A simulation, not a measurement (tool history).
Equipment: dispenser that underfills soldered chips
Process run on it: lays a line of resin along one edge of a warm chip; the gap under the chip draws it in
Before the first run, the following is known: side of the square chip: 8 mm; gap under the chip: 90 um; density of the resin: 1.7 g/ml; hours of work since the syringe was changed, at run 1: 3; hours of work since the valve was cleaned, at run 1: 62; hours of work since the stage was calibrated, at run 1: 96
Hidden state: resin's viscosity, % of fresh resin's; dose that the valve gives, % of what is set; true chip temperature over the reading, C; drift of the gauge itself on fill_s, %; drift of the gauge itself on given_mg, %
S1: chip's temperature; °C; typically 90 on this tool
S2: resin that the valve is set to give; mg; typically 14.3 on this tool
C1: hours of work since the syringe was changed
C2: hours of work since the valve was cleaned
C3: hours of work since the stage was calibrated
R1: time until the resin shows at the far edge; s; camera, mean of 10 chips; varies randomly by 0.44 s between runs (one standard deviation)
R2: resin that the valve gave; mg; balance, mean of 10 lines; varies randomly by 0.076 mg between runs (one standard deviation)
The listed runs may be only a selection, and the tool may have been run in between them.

run 1 hour=0 | S1=90 S2=14.3 | C1=3 C2=62 C3=96 | R1=42.3 R2=13.42
run 2 hour=4.3 | S1=90 S2=14.3 | C1=6 C2=65 C3=99 | R1=54.4 R2=13.4
run 3 hour=8.3 | S1=79 S2=14.3 | C1=9 C2=68 C3=101 | R1=113.7 R2=13.46
run 4 hour=10.7 | S1=90 S2=15.3 | C1=10 C2=69 C3=103 | R1=75.6 R2=14.29
-- hour=11.8 new syringe of resin
run 5 hour=13.9 | S1=90 S2=15.3 | C1=1 C2=71 C3=105 | R1=37.2 R2=14.37
run 6 hour=16.9 | S1=90 S2=15.3 | C1=4 C2=73 C3=107 | R1=44.6 R2=14.29
run 7 hour=19.3 | S1=81 S2=16.7 | C1=5 C2=75 C3=109 | R1=74.1 R2=15.51
run 8 hour=22.5 | S1=81 S2=16.7 | C1=7 C2=77 C3=111 | R1=89.1 R2=15.69
run 9 hour=26.8 | S1=81 S2=16.7 | C1=10 C2=80 C3=114 | R1=115.6 R2=15.49
-- hour=27.9 new syringe of resin
run 10 hour=31.8 | S1=103 S2=13.3 | C1=3 C2=84 C3=117 | R1=25.2 R2=12.22

What does the tool deliver on the next run?
run 11 hour=34.3 | S1=103 S2=13.3 | C1=4 C2=85 C3=119 | R1=? R2=?

Run 11 came out at R1 28.2 s, R2 12.26 mg.
If the tool had no hidden condition, the same run with the same run-to-run variation would have returned R1 18.4 s, R2 13.29 mg.
